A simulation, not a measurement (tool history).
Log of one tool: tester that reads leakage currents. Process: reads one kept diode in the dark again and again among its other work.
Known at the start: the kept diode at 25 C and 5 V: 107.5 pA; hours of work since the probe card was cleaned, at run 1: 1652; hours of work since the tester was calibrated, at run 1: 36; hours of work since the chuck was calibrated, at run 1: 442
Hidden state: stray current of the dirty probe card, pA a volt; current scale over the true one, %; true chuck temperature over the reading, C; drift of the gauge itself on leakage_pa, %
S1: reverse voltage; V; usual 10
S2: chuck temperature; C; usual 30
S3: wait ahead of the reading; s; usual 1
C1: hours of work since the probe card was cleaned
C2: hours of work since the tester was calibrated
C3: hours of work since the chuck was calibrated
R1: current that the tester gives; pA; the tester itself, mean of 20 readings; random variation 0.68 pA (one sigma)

Run 1, hour 0: usual settings; C1 1652; C2 36; C3 442. Result: R1 242.1 pA.
Run 2, hour 90.2: usual settings; C1 1720; C2 104; C3 509. Result: R1 242.57 pA.
Run 3, hour 151.3: usual settings; C1 1766; C2 149; C3 555. Result: R1 244.33 pA.
Run 4, hour 239.7: usual settings; C1 1832; C2 216; C3 621. Result: R1 246.75 pA.
Run 5, hour 298.9: usual settings but S3 2.03 s; C1 1877; C2 260; C3 666. Result: R1 248.15 pA.
Run 6, hour 378.8: usual settings but S3 2.03 s; C1 1936; C2 320; C3 726. Result: R1 247.27 pA.
Run 7, hour 477.9: usual settings but S3 2.03 s; C1 2011; C2 394; C3 800. Result: R1 252.73 pA.
Run 8, hour 539.1: usual settings but S3 2.03 s; C1 2057; C2 440; C3 846. Result: R1 251.75 pA.
Run 9, hour 602.7: usual settings but S3 2.03 s; C1 2104; C2 488; C3 893. Result: R1 254.44 pA.
Run 10, hour 663: usual settings but S2 27 C; C1 2150; C2 533; C3 939. Result: R1 204.9 pA.
Run 11, hour 736.3: usual settings but S2 27 C; C1 2205; C2 588; C3 994. Result: R1 206.19 pA.
Run 12, hour 793.9: usual settings but S3 6.03 s; C1 2248; C2 631; C3 1037. Result: R1 259.15 pA.
Run 13, hour 887.3: usual settings but S3 6.03 s; C1 2318; C2 701; C3 1107. Result: R1 260.28 pA.
Run 14, hour 951.7: usual settings; C1 2366; C2 750; C3 1155. Result: R1 264.33 pA.
Run 15, hour 1046.6: usual settings; C1 2437; C2 821; C3 1226. Result: R1 266.82 pA.
Run 16, hour 1100.6: usual settings; C1 2478; C2 861; C3 1267. Result: R1 267.27 pA.
Run 17, hour 1175.7: usual settings; C1 2534; C2 918; C3 1323. Result: R1 268.75 pA.
Run 18, hour 1237.6: usual settings; C1 2580; C2 964; C3 1370. Result: R1 270.94 pA.
Run 19, hour 1324.6: usual settings; C1 2646; C2 1029; C3 1435. Result: R1 273.03 pA.
Run 20, hour 1413.8: usual settings; C1 2713; C2 1096; C3 1502. Result: R1 276.2 pA.
At hour 1437.7: chuck's temperature calibrated.
Run 21, hour 1511.5: usual settings but S1 15.5 V, S2 31 C, S3 1.71 s; C1 2784; C2 1168; C3 55. Result: R1 324.52 pA.
Run 22, hour 1579.6: usual settings but S1 4.9 V, S2 44 C, S3 0.92 s; C1 2835; C2 1219; C3 106. Result: R1 471.42 pA.
Run 23, hour 1678.7: usual settings but S2 51 C, S3 0.54 s; C1 2910; C2 1293; C3 181. Result: R1 1098.9 pA.
Run 24, hour 1765.9: usual settings but S2 33 C, S3 0.54 s; C1 2975; C2 1359; C3 246. Result: R1 308.99 pA.
Run 25, hour 1834.7: usual settings but S2 33 C, S3 0.54 s; C1 3027; C2 1410; C3 298. Result: R1 310.81 pA.
Run 26, hour 1934: usual settings but S1 4.9 V, S2 33 C, S3 2.36 s; C1 3101; C2 1485; C3 372. Result: R1 217.33 pA.
Run 27, hour 1983.7: usual settings but S2 41 C, S3 5.05 s; C1 3138; C2 1522; C3 409. Result: R1 556.67 pA.
Run 28, hour 2045.1: usual settings but S2 41 C, S3 5.05 s; C1 3184; C2 1568; C3 456. Result: R1 560.56 pA.
Run 29, hour 2104.7: usual settings but S2 41 C, S3 5.05 s; C1 3229; C2 1613; C3 500. Result: R1 564.53 pA.
Run 30, hour 2171.4: usual settings but S2 41 C, S3 5.05 s; C1 3279; C2 1663; C3 550. Result: R1 567.8 pA.
Run 31, hour 2252: usual settings but S1 15.8 V, S3 0.73 s; C1 3340; C2 1723; C3 611. Result: R1 330.12 pA.
Run 32, hour 2322.5: usual settings but S1 15.8 V, S3 0.73 s; C1 3392; C2 1776; C3 664. Result: R1 330.74 pA.
Run 33, hour 2400: usual settings but S1 1.2 V, S2 34 C, S3 6.8 s; C1 3451; C2 1834; C3 722. Result: R1 121.97 pA.
At hour 2453.2: probe card cleaned and baked.
Run 34, hour 2484.3: usual settings but S1 1.2 V, S2 34 C, S3 6.8 s; C1 23; C2 1895; C3 783. Result: R1 120.15 pA.
Run 35, hour 2537.3: usual settings but S1 1.2 V, S2 43 C, S3 4.97 s; C1 63; C2 1935; C3 822. Result: R1 238.19 pA.
Run 36, hour 2602.6: usual settings but S1 1.2 V, S2 35 C, S3 3 s; C1 112; C2 1984; C3 871. Result: R1 131.81 pA.
Run 37, hour 2678.2: usual settings but S1 1.2 V, S2 35 C, S3 3 s; C1 169; C2 2041; C3 928. Result: R1 133.38 pA.
Run 38, hour 2777.7: usual settings but S1 2.1 V, S2 49 C, S3 6.54 s; C1 243; C2 2115; C3 1003. Result: R1 485.14 pA.
Run 39, hour 2860: usual settings but S1 2.1 V, S2 49 C, S3 6.54 s; C1 305; C2 2177; C3 1064. Result: R1 487.89 pA.
Run 40, hour 2930.2: usual settings but S1 1.7 V, S2 28 C, S3 9.58 s; C1 358; C2 2230; C3 1117. Result: R1 93.09 pA.

3 ways to go on from here, each from the tool as it stands after run 40. What would each give?
Run A, hour 2993.2: usual settings but S1 1.7 V, S2 58 C, S3 2.45 s; C1 405; C2 2277; C3 1164. Result: R1 ?.
Run B, hour 2993.2: usual settings but S1 1.7 V, S2 43 C, S3 9.58 s; C1 405; C2 2277; C3 1164. Result: R1 ?.
Run C, hour 2993.2: usual settings but S1 1.7 V, S2 43 C, S3 5.51 s; C1 405; C2 2277; C3 1164. Result: R1 ?.

run      R1
  A  816.74
  B  291.57
  C  289.96
Without the tool's hidden state the same runs would have given:
run      R1
  A  727.19
  B  256.73
  C  255.31
